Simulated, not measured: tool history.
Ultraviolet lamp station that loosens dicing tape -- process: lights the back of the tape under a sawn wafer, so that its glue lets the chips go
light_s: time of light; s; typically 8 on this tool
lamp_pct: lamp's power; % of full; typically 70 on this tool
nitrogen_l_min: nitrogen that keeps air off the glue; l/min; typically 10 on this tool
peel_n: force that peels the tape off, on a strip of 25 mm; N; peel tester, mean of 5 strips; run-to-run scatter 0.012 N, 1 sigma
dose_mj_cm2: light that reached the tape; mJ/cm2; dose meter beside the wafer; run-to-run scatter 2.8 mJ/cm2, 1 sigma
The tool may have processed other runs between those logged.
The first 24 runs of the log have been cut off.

run	hour	light_s	lamp_pct	nitrogen_l_min	hours of work of the lamp	hours of work since the window was cleaned	peel_n	dose_mj_cm2
25	311.4	6	82	12	273	311	0.684	297
26	321.3	8	77	5	279	316	0.816	375
27	340.3	6	70	10	288	326	0.918	260
28	355.8	6	70	10	297	334	0.948	252
29	367.7	5	70	6	303	340	1.344	212
30	381.0	11	66	15	310	347	0.323	437
31	388.8	12	97	15	314	351	0.147	697
32	406.4	12	65	15	323	361	0.287	465
33	416.6	8	93	10	329	366	0.431	444
34	428.1	8	65	7	335	372	0.914	309
35	444.1	8	65	7	343	380	0.895	306

Each row is a separate what-if for the run after 35, all from the same tool condition, not one after another. Results?
A	454.4	13	65	7	348	386	?	?
B	454.4	15	65	8	348	386	?	?
C	454.4	4	62	9	348	386	?	?

run	peel_n	dose_mj_cm2
A	0.453	501
B	0.304	573
C	1.606	147
What these runs would have given with no unlogged condition in the tool:
run	peel_n	dose_mj_cm2
A	0.351	583
B	0.232	668
C	1.436	172
